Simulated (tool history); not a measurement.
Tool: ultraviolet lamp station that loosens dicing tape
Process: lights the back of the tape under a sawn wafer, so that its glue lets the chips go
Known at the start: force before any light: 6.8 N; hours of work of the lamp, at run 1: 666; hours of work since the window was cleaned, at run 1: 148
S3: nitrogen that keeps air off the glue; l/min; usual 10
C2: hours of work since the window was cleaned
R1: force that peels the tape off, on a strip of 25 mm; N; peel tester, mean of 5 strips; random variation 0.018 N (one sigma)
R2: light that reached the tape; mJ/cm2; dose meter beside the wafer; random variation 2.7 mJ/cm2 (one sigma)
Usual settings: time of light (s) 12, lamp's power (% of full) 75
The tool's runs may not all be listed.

run 1 hour=0.0 | time_of_light_(s)=12 lamp's_power_(%_of_full)=75 S3=10 | hours_of_work_of_the_lamp=666 C2=148 | R1=1.351 R2=288
run 2 hour=29.6 | time_of_light_(s)=12 lamp's_power_(%_of_full)=75 S3=10 | hours_of_work_of_the_lamp=682 C2=163 | R1=1.371 R2=283
run 3 hour=74.1 | time_of_light_(s)=12 lamp's_power_(%_of_full)=75 S3=10 | hours_of_work_of_the_lamp=705 C2=187 | R1=1.377 R2=276
run 4 hour=138.7 | time_of_light_(s)=12 lamp's_power_(%_of_full)=75 S3=10 | hours_of_work_of_the_lamp=739 C2=221 | R1=1.525 R2=267
run 5 hour=191.0 | time_of_light_(s)=12 lamp's_power_(%_of_full)=75 S3=10 | hours_of_work_of_the_lamp=767 C2=248 | R1=1.555 R2=263
run 6 hour=248.3 | time_of_light_(s)=12 lamp's_power_(%_of_full)=75 S3=10 | hours_of_work_of_the_lamp=797 C2=279 | R1=1.590 R2=255
run 7 hour=298.5 | time_of_light_(s)=12 lamp's_power_(%_of_full)=75 S3=10 | hours_of_work_of_the_lamp=824 C2=305 | R1=1.661 R2=249
run 8 hour=357.7 | time_of_light_(s)=12 lamp's_power_(%_of_full)=75 S3=10 | hours_of_work_of_the_lamp=855 C2=336 | R1=1.683 R2=241
run 9 hour=400.4 | time_of_light_(s)=12 lamp's_power_(%_of_full)=75 S3=11 | hours_of_work_of_the_lamp=878 C2=359 | R1=1.629 R2=239
run 10 hour=467.3 | time_of_light_(s)=12 lamp's_power_(%_of_full)=75 S3=11 | hours_of_work_of_the_lamp=913 C2=394 | R1=1.635 R2=230
-- hour=494.1 window cleaned of glue's vapour
run 11 hour=539.0 | time_of_light_(s)=12 lamp's_power_(%_of_full)=75 S3=11 | hours_of_work_of_the_lamp=950 C2=24 | R1=1.404 R2=262
run 12 hour=581.5 | time_of_light_(s)=12 lamp's_power_(%_of_full)=75 S3=4 | hours_of_work_of_the_lamp=973 C2=46 | R1=2.409 R2=257
run 13 hour=637.8 | time_of_light_(s)=12 lamp's_power_(%_of_full)=75 S3=4 | hours_of_work_of_the_lamp=1003 C2=76 | R1=2.483 R2=256
run 14 hour=707.9 | time_of_light_(s)=16 lamp's_power_(%_of_full)=90 S3=5 | hours_of_work_of_the_lamp=1040 C2=113 | R1=1.271 R2=396
run 15 hour=759.9 | time_of_light_(s)=9 lamp's_power_(%_of_full)=94 S3=19 | hours_of_work_of_the_lamp=1067 C2=140 | R1=1.359 R2=226
run 16 hour=833.5 | time_of_light_(s)=15 lamp's_power_(%_of_full)=74 S3=19 | hours_of_work_of_the_lamp=1106 C2=179 | R1=0.919 R2=287
-- hour=879.3 lamp changed
run 17 hour=895.0 | time_of_light_(s)=15 lamp's_power_(%_of_full)=74 S3=19 | hours_of_work_of_the_lamp=8 C2=211 | R1=0.419 R2=416
run 18 hour=935.7 | time_of_light_(s)=12 lamp's_power_(%_of_full)=63 S3=4 | hours_of_work_of_the_lamp=30 C2=232 | R1=2.205 R2=286
run 19 hour=987.7 | time_of_light_(s)=7 lamp's_power_(%_of_full)=85 S3=5 | hours_of_work_of_the_lamp=57 C2=260 | R1=2.705 R2=215
run 20 hour=1053.5 | time_of_light_(s)=12 lamp's_power_(%_of_full)=94 S3=16 | hours_of_work_of_the_lamp=92 C2=295 | R1=0.549 R2=399
run 21 hour=1100.9 | time_of_light_(s)=19 lamp's_power_(%_of_full)=71 S3=6 | hours_of_work_of_the_lamp=117 C2=320 | R1=0.838 R2=468
run 22 hour=1171.2 | time_of_light_(s)=19 lamp's_power_(%_of_full)=72 S3=13 | hours_of_work_of_the_lamp=154 C2=357 | R1=0.466 R2=467
run 23 hour=1218.8 | time_of_light_(s)=7 lamp's_power_(%_of_full)=69 S3=17 | hours_of_work_of_the_lamp=179 C2=382 | R1=2.276 R2=161
run 24 hour=1265.9 | time_of_light_(s)=7 lamp's_power_(%_of_full)=69 S3=17 | hours_of_work_of_the_lamp=204 C2=407 | R1=2.362 R2=163
-- hour=1269.8 window cleaned of glue's vapour
run 25 hour=1339.9 | time_of_light_(s)=15 lamp's_power_(%_of_full)=63 S3=3 | hours_of_work_of_the_lamp=243 C2=37 | R1=1.998 R2=352
run 26 hour=1385.0 | time_of_light_(s)=6 lamp's_power_(%_of_full)=86 S3=3 | hours_of_work_of_the_lamp=267 C2=61 | R1=3.384 R2=192

Forecast each of these 3 alternatives for the next run:
run A hour=1450.6 | time_of_light_(s)=16 lamp's_power_(%_of_full)=86 S3=4 | hours_of_work_of_the_lamp=301 C2=95 | R1=? R2=?
run B hour=1450.6 | time_of_light_(s)=10 lamp's_power_(%_of_full)=69 S3=4 | hours_of_work_of_the_lamp=301 C2=95 | R1=? R2=?
run C hour=1450.6 | time_of_light_(s)=9 lamp's_power_(%_of_full)=92 S3=6 | hours_of_work_of_the_lamp=301 C2=95 | R1=? R2=?

run=A R1=1.043 R2=497
run=B R1=2.535 R2=247
run=C R1=1.681 R2=301
Without the tool's hidden state the same runs would have given:
run=A R1=0.800 R2=575
run=B R1=2.184 R2=286
run=C R1=1.368 R2=348
